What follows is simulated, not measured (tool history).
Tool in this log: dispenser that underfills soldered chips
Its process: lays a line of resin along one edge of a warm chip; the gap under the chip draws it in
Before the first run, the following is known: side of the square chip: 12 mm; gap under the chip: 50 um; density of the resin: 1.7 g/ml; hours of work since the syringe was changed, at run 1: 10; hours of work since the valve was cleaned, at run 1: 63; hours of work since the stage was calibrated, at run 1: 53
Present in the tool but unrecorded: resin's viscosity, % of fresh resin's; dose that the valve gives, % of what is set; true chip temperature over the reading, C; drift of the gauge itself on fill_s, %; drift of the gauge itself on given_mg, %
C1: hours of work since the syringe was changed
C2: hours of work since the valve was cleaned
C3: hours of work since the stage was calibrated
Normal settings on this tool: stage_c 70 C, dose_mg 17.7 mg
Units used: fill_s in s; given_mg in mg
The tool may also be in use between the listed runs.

Run 1, hour 0: usual settings; C1 10; C2 63; C3 53. Result: fill_s 185.1 s, given_mg 17.27 mg.
At hour 1.3: new syringe of resin.
Run 2, hour 12: usual settings; C1 6; C2 70; C3 60. Result: fill_s 152.2 s, given_mg 17.18 mg.
At hour 18.2: new syringe of resin.
Run 3, hour 25.4: usual settings; C1 4; C2 78; C3 68. Result: fill_s 131.9 s, given_mg 16.98 mg.
At hour 35.7: new syringe of resin.
Run 4, hour 38.3: usual settings; C1 2; C2 86; C3 76. Result: fill_s 115.7 s, given_mg 17.05 mg.
Run 5, hour 46.5: usual settings but dose_mg 16 mg; C1 7; C2 91; C3 81. Result: fill_s 157.7 s, given_mg 15.35 mg.
At hour 53.7: new syringe of resin.
Run 6, hour 55.5: usual settings but dose_mg 16 mg; C1 1; C2 96; C3 86. Result: fill_s 115.4 s, given_mg 15.15 mg.
Run 7, hour 65.8: usual settings but dose_mg 16 mg; C1 7; C2 102; C3 92. Result: fill_s 163.1 s, given_mg 15.13 mg.
At hour 70.5: new syringe of resin.
Run 8, hour 79.8: usual settings but stage_c 75 C; C1 6; C2 110; C3 100. Result: fill_s 123 s, given_mg 16.86 mg.
At hour 88: new syringe of resin.
Run 9, hour 89.7: usual settings but dose_mg 15.7 mg; C1 1; C2 116; C3 106. Result: fill_s 114.4 s, given_mg 14.95 mg.
At hour 104.9: new syringe of resin.
Run 10, hour 104.9: usual settings; C1 0; C2 125; C3 115. Result: fill_s 103.4 s, given_mg 16.67 mg.
Run 11, hour 116.3: usual settings; C1 7; C2 132; C3 122. Result: fill_s 152.1 s, given_mg 16.51 mg.
At hour 123.1: new syringe of resin.
At hour 126.7: dispensing valve cleaned and set on the balance.
Run 12, hour 133.1: usual settings; C1 5; C2 4; C3 132. Result: fill_s 140.8 s, given_mg 17.65 mg.
At hour 141.2: new syringe of resin.
Run 13, hour 142.5: usual settings; C1 1; C2 9; C3 137. Result: fill_s 105.5 s, given_mg 17.71 mg.
Run 14, hour 157.3: usual settings; C1 10; C2 18; C3 146. Result: fill_s 178 s, given_mg 17.72 mg.
At hour 158.9: new syringe of resin.
Run 15, hour 169.3: usual settings but dose_mg 20.2 mg; C1 6; C2 25; C3 153. Result: fill_s 147.1 s, given_mg 20.03 mg.
At hour 175.9: new syringe of resin.
Run 16, hour 179.1: usual settings but dose_mg 20.2 mg; C1 2; C2 31; C3 159. Result: fill_s 114.3 s, given_mg 19.92 mg.
Run 17, hour 190.5: usual settings but dose_mg 20.2 mg; C1 9; C2 38; C3 166. Result: fill_s 167.9 s, given_mg 20 mg.
At hour 193.5: new syringe of resin.
Run 18, hour 197.3: usual settings but dose_mg 20.2 mg; C1 2; C2 42; C3 170. Result: fill_s 114.4 s, given_mg 19.79 mg.
Run 19, hour 205.1: usual settings but stage_c 78 C, dose_mg 22.1 mg; C1 7; C2 47; C3 175. Result: fill_s 114.8 s, given_mg 21.69 mg.
At hour 211: new syringe of resin.
Run 20, hour 218.8: usual settings but stage_c 78 C, dose_mg 22.1 mg; C1 5; C2 55; C3 183. Result: fill_s 99.9 s, given_mg 21.6 mg.
Run 21, hour 227.3: usual settings but dose_mg 18.6 mg; C1 10; C2 60; C3 188. Result: fill_s 179.3 s, given_mg 18.12 mg.
At hour 229: new syringe of resin.
Run 22, hour 241.3: usual settings but dose_mg 18.6 mg; C1 7; C2 68; C3 196. Result: fill_s 153.5 s, given_mg 18.08 mg.
At hour 246.4: new syringe of resin.
Run 23, hour 252.7: usual settings but stage_c 72 C, dose_mg 20.3 mg; C1 4; C2 75; C3 203. Result: fill_s 116.9 s, given_mg 19.73 mg.
At hour 264.2: new syringe of resin.
Run 24, hour 266.6: usual settings but stage_c 72 C, dose_mg 20.3 mg; C1 1; C2 83; C3 211. Result: fill_s 101.6 s, given_mg 19.6 mg.
At hour 281.3: new syringe of resin.
Run 25, hour 281.3: usual settings but stage_c 72 C, dose_mg 20.3 mg; C1 0; C2 92; C3 220. Result: fill_s 94.4 s, given_mg 19.42 mg.
Run 26, hour 296.5: usual settings but stage_c 81 C; C1 9; C2 101; C3 229. Result: fill_s 122.7 s, given_mg 16.87 mg.
At hour 299: new syringe of resin.
Run 27, hour 305: usual settings but stage_c 76 C, dose_mg 21.9 mg; C1 4; C2 106; C3 234. Result: fill_s 97.4 s, given_mg 20.85 mg.
Run 28, hour 314.3: usual settings but stage_c 59 C, dose_mg 18 mg; C1 9; C2 112; C3 240. Result: fill_s 247.8 s, given_mg 17.09 mg.
At hour 316.8: new syringe of resin.
Run 29, hour 325.4: usual settings but dose_mg 19.2 mg; C1 5; C2 119; C3 246. Result: fill_s 138.5 s, given_mg 18.09 mg.
At hour 334.8: new syringe of resin.
Run 30, hour 341.1: usual settings but stage_c 83 C, dose_mg 19.7 mg; C1 4; C2 128; C3 256. Result: fill_s 85 s, given_mg 18.44 mg.
At hour 352.3: new syringe of resin.
Run 31, hour 356.1: usual settings but stage_c 67 C, dose_mg 18.7 mg; C1 2; C2 137; C3 265. Result: fill_s 127.2 s, given_mg 17.56 mg.
At hour 358.4: dispensing valve cleaned and set on the balance.
At hour 370.3: new syringe of resin.
Run 32, hour 372.8: usual settings but stage_c 67 C, dose_mg 18.7 mg; C1 2; C2 9; C3 274. Result: fill_s 119.9 s, given_mg 18.57 mg.
Run 33, hour 383.1: usual settings but stage_c 67 C, dose_mg 18.7 mg; C1 8; C2 15; C3 280. Result: fill_s 172.5 s, given_mg 18.6 mg.
At hour 387.6: new syringe of resin.
Run 34, hour 389.8: usual settings but stage_c 56 C, dose_mg 18.3 mg; C1 1; C2 19; C3 284. Result: fill_s 177 s, given_mg 17.99 mg.
Run 35, hour 403.1: usual settings but stage_c 65 C, dose_mg 15 mg; C1 9; C2 27; C3 292. Result: fill_s 214 s, given_mg 14.82 mg.

Across each entry between runs, compare the hidden state at the last listed run before it with the hidden state at the first listed run after it:
From run 1 to run 2: new syringe of resin (hour 1.3)
  resin's viscosity, % of fresh resin's: 176.5 -> 146.8; dose that the valve gives, % of what is set: 97.2 -> 96.87; true chip temperature over the reading, C: 0.65 -> 0.68
  difference, measured minus the result without the unlogged condition, fill_s: +78.8 -> +47 s; given_mg: -0.49 -> -0.55 mg
From run 2 to run 3: new syringe of resin (hour 18.2)
  resin's viscosity, % of fresh resin's: 146.8 -> 128; dose that the valve gives, % of what is set: 96.87 -> 96.49; true chip temperature over the reading, C: 0.68 -> 0.71
  difference, measured minus the result without the unlogged condition, fill_s: +47 -> +27.3 s; given_mg: -0.55 -> -0.62 mg
From run 3 to run 4: new syringe of resin (hour 35.7)
  resin's viscosity, % of fresh resin's: 128 -> 110.9; dose that the valve gives, % of what is set: 96.49 -> 96.1; true chip temperature over the reading, C: 0.71 -> 0.74
  difference, measured minus the result without the unlogged condition, fill_s: +27.3 -> +9.7 s; given_mg: -0.62 -> -0.69 mg
From run 5 to run 6: new syringe of resin (hour 53.7)
  resin's viscosity, % of fresh resin's: 147.5 -> 105.9; dose that the valve gives, % of what is set: 95.85 -> 95.58; true chip temperature over the reading, C: 0.76 -> 0.78
  difference, measured minus the result without the unlogged condition, fill_s: +49.5 -> +5.3 s; given_mg: -0.66 -> -0.7 mg
From run 7 to run 8: new syringe of resin (hour 70.5)
  resin's viscosity, % of fresh resin's: 151.6 -> 137.3; dose that the valve gives, % of what is set: 95.27 -> 94.86; true chip temperature over the reading, C: 0.81 -> 0.84
  difference, measured minus the result without the unlogged condition, fill_s: +54.4 -> +32 s; given_mg: -0.76 -> -0.9 mg
From run 8 to run 9: new syringe of resin (hour 88)
  resin's viscosity, % of fresh resin's: 137.3 -> 106.1; dose that the valve gives, % of what is set: 94.86 -> 94.6; true chip temperature over the reading, C: 0.84 -> 0.86
  difference, measured minus the result without the unlogged condition, fill_s: +32 -> +5.6 s; given_mg: -0.9 -> -0.86 mg
From run 9 to run 10: new syringe of resin (hour 104.9)
  resin's viscosity, % of fresh resin's: 106.1 -> 98.9; dose that the valve gives, % of what is set: 94.6 -> 94.18; true chip temperature over the reading, C: 0.86 -> 0.9
  difference, measured minus the result without the unlogged condition, fill_s: +5.6 -> -2.7 s; given_mg: -0.86 -> -1.02 mg
From run 11 to run 12: new syringe of resin (hour 123.1); dispensing valve cleaned and set on the balance (hour 126.7)
  resin's viscosity, % of fresh resin's: 147.6 -> 136.1; dose that the valve gives, % of what is set: 93.85 -> 100.02; true chip temperature over the reading, C: 0.93 -> 0.96
  difference, measured minus the result without the unlogged condition, fill_s: +47.5 -> +34.3 s; given_mg: -1.09 -> +0.01 mg
From run 12 to run 13: new syringe of resin (hour 141.2)
  resin's viscosity, % of fresh resin's: 136.1 -> 104.1; dose that the valve gives, % of what is set: 100.02 -> 99.75; true chip temperature over the reading, C: 0.96 -> 0.99
  difference, measured minus the result without the unlogged condition, fill_s: +34.3 -> +0.9 s; given_mg: +0.01 -> -0.05 mg
From run 14 to run 15: new syringe of resin (hour 158.9)
  resin's viscosity, % of fresh resin's: 174.4 -> 144.5; dose that the valve gives, % of what is set: 99.32 -> 98.99; true chip temperature over the reading, C: 1.02 -> 1.05
  difference, measured minus the result without the unlogged condition, fill_s: +72.7 -> +41.8 s; given_mg: -0.12 -> -0.21 mg
From run 15 to run 16: new syringe of resin (hour 175.9)
  resin's viscosity, % of fresh resin's: 144.5 -> 112.8; dose that the valve gives, % of what is set: 98.99 -> 98.69; true chip temperature over the reading, C: 1.05 -> 1.07
  difference, measured minus the result without the unlogged condition, fill_s: +41.8 -> +9.6 s; given_mg: -0.21 -> -0.26 mg
From run 17 to run 18: new syringe of resin (hour 193.5)
  resin's viscosity, % of fresh resin's: 167.9 -> 115.2; dose that the valve gives, % of what is set: 98.38 -> 98.19; true chip temperature over the reading, C: 1.1 -> 1.12
  difference, measured minus the result without the unlogged condition, fill_s: +64.5 -> +11.7 s; given_mg: -0.33 -> -0.36 mg
From run 19 to run 20: new syringe of resin (hour 211)
  resin's viscosity, % of fresh resin's: 151 -> 130; dose that the valve gives, % of what is set: 97.98 -> 97.6; true chip temperature over the reading, C: 1.13 -> 1.17
  difference, measured minus the result without the unlogged condition, fill_s: +36.4 -> +20.4 s; given_mg: -0.45 -> -0.53 mg
From run 21 to run 22: new syringe of resin (hour 229)
  resin's viscosity, % of fresh resin's: 174.9 -> 152.8; dose that the valve gives, % of what is set: 97.35 -> 96.95; true chip temperature over the reading, C: 1.19 -> 1.22
  difference, measured minus the result without the unlogged condition, fill_s: +73.2 -> +49.8 s; given_mg: -0.5 -> -0.56 mg
From run 22 to run 23: new syringe of resin (hour 246.4)
  resin's viscosity, % of fresh resin's: 152.8 -> 122.7; dose that the valve gives, % of what is set: 96.95 -> 96.63; true chip temperature over the reading, C: 1.22 -> 1.25
  difference, measured minus the result without the unlogged condition, fill_s: +49.8 -> +18.1 s; given_mg: -0.56 -> -0.69 mg
From run 23 to run 24: new syringe of resin (hour 264.2)
  resin's viscosity, % of fresh resin's: 122.7 -> 107.7; dose that the valve gives, % of what is set: 96.63 -> 96.25; true chip temperature over the reading, C: 1.25 -> 1.28
  difference, measured minus the result without the unlogged condition, fill_s: +18.1 -> +3.8 s; given_mg: -0.69 -> -0.76 mg
From run 24 to run 25: new syringe of resin (hour 281.3)
  resin's viscosity, % of fresh resin's: 107.7 -> 100.7; dose that the valve gives, % of what is set: 96.25 -> 95.84; true chip temperature over the reading, C: 1.28 -> 1.31
  difference, measured minus the result without the unlogged condition, fill_s: +3.8 -> -2.9 s; given_mg: -0.76 -> -0.84 mg
From run 26 to run 27: new syringe of resin (hour 299)
  resin's viscosity, % of fresh resin's: 170.9 -> 120.5; dose that the valve gives, % of what is set: 95.41 -> 95.2; true chip temperature over the reading, C: 1.35 -> 1.37
  difference, measured minus the result without the unlogged condition, fill_s: +48.7 -> +13.4 s; given_mg: -0.82 -> -1.05 mg
From run 28 to run 29: new syringe of resin (hour 316.8)
  resin's viscosity, % of fresh resin's: 166.8 -> 135.1; dose that the valve gives, % of what is set: 94.94 -> 94.65; true chip temperature over the reading, C: 1.39 -> 1.41
  difference, measured minus the result without the unlogged condition, fill_s: +93.8 -> +32.1 s; given_mg: -0.91 -> -1.02 mg
From run 29 to run 30: new syringe of resin (hour 334.8)
  resin's viscosity, % of fresh resin's: 135.1 -> 126.3; dose that the valve gives, % of what is set: 94.65 -> 94.21; true chip temperature over the reading, C: 1.41 -> 1.45
  difference, measured minus the result without the unlogged condition, fill_s: +32.1 -> +15.3 s; given_mg: -1.02 -> -1.13 mg
From run 30 to run 31: new syringe of resin (hour 352.3)
  resin's viscosity, % of fresh resin's: 126.3 -> 114.4; dose that the valve gives, % of what is set: 94.21 -> 93.8; true chip temperature over the reading, C: 1.45 -> 1.49
  difference, measured minus the result without the unlogged condition, fill_s: +15.3 -> +11.7 s; given_mg: -1.13 -> -1.16 mg
From run 31 to run 32: dispensing valve cleaned and set on the balance (hour 358.4); new syringe of resin (hour 370.3)
  resin's viscosity, % of fresh resin's: 114.4 -> 109.3; dose that the valve gives, % of what is set: 93.8 -> 99.54; true chip temperature over the reading, C: 1.49 -> 1.52
  difference, measured minus the result without the unlogged condition, fill_s: +11.7 -> +4.7 s; given_mg: -1.16 -> -0.08 mg
From run 33 to run 34: new syringe of resin (hour 387.6)
  resin's viscosity, % of fresh resin's: 156.6 -> 109.1; dose that the valve gives, % of what is set: 99.24 -> 99.05; true chip temperature over the reading, C: 1.55 -> 1.56
  difference, measured minus the result without the unlogged condition, fill_s: +56.8 -> +5.9 s; given_mg: -0.14 -> -0.17 mg
